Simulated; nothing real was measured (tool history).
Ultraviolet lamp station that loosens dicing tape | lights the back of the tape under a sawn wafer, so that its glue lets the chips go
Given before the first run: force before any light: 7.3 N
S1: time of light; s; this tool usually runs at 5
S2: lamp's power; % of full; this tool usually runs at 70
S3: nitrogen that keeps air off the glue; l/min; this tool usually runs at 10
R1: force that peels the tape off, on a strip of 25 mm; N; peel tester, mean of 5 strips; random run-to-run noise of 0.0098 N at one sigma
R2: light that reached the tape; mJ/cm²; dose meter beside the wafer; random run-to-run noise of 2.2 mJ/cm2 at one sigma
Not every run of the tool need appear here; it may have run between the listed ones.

| run | day | S1 | S2 | S3 | R1 | R2 |
|---|---|---|---|---|---|---|
| 1 | 0 | 5 | 70 | 10 | 0.413 | 200 |
| 2 | 1.204 | 5 | 70 | 10 | 0.421 | 196 |
| 3 | 2.775 | 5 | 70 | 10 | 0.419 | 197 |
| 4 | 4.704 | 5 | 70 | 10 | 0.409 | 197 |
| 5 | 6.696 | 5 | 70 | 10 | 0.412 | 197 |
| 6 | 8.075 | 5 | 70 | 10 | 0.422 | 199 |
| 7 | 10.183 | 5 | 70 | 10 | 0.439 | 197 |
| 8 | 12.221 | 5 | 70 | 10 | 0.423 | 199 |
| 9 | 13.267 | 5 | 70 | 14 | 0.381 | 200 |
| 10 | 15.15 | 5 | 70 | 14 | 0.376 | 197 |
|  | 16.408 | lamp changed |
| 11 | 16.462 | 5 | 70 | 5 | 0.583 | 200 |
| 12 | 18.654 | 5 | 70 | 5 | 0.563 | 198 |
| 13 | 20.512 | 5 | 70 | 5 | 0.555 | 195 |
| 14 | 21.967 | 5 | 70 | 5 | 0.576 | 200 |
| 15 | 24.154 | 5 | 67 | 5 | 0.61 | 189 |
|  | 25.517 | window cleaned of glue's vapour |
| 16 | 26.188 | 3 | 95 | 4 | 0.905 | 159 |
| 17 | 28.454 | 3 | 95 | 4 | 0.912 | 159 |
| 18 | 30.625 | 6 | 62 | 4 | 0.575 | 210 |
| 19 | 31.75 | 9 | 85 | 10 | 0.255 | 438 |
| 20 | 33.458 | 3 | 70 | 14 | 0.87 | 121 |
| 21 | 35.204 | 3 | 70 | 14 | 0.889 | 118 |
| 22 | 36.45 | 5 | 70 | 13 | 0.379 | 199 |
| 23 | 37.592 | 4 | 70 | 3 | 1.096 | 158 |
| 24 | 39.546 | 4 | 70 | 3 | 1.084 | 159 |
| 25 | 40.725 | 5 | 70 | 5 | 0.565 | 198 |
| 26 | 42.579 | 5 | 88 | 12 | 0.303 | 249 |
| 27 | 43.792 | 8 | 62 | 10 | 0.282 | 278 |
| 28 | 44.929 | 8 | 62 | 10 | 0.28 | 279 |

Here are 4 independent what-if runs from the current tool condition. What would each one return?
| A | 46.929 | 8 | 62 | 10 | ? | ? |
| B | 46.929 | 9 | 93 | 5 | ? | ? |
| C | 46.929 | 7 | 70 | 10 | ? | ? |
| D | 46.929 | 4 | 62 | 10 | ? | ? |

| run | R1 | R2 |
|---|---|---|
| A | 0.291 | 278 |
| B | 0.27 | 468 |
| C | 0.28 | 272 |
| D | 0.767 | 137 |
With the hidden condition removed and each run's random variation left untouched, the same runs would have given:
| run | R1 | R2 |
|---|---|---|
| A | 0.291 | 279 |
| B | 0.27 | 469 |
| C | 0.28 | 272 |
| D | 0.765 | 137 |
